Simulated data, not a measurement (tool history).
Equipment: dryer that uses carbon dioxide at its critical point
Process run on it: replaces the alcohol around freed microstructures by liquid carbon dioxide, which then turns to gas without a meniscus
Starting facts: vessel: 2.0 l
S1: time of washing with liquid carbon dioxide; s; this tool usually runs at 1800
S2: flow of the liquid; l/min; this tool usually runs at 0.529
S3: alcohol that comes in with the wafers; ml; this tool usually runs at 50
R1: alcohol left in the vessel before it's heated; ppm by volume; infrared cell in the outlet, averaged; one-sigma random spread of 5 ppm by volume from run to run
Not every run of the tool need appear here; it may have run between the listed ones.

run	hour	S1	S2	S3	R1
1	0.0	1800	0.529	50	80
2	12.1	1800	0.529	50	79
3	28.9	1800	0.529	50	87
4	43.3	1800	0.529	50	93
5	54.0	1800	0.529	50	72
6	74.3	1800	0.529	50	91
7	89.7	1800	0.529	49	86
8	103.6	1800	0.529	49	97
9	123.9	1800	0.529	49	94
10	142.2	1800	0.529	49	90
11	158.1	1800	0.529	49	93
12	167.8	1800	0.529	98	132
13	186.8	1800	0.529	103	135
14	201.1	1800	0.529	103	140
15	214.6	1800	0.529	103	139
16	233.9	1800	0.523	46	107

Predict the results of run 17:
17	249.3	2760	0.523	46	?

R1: 67 ppm by volume
With no hidden state in the tool, this same run would have given R1 3 ppm by volume.
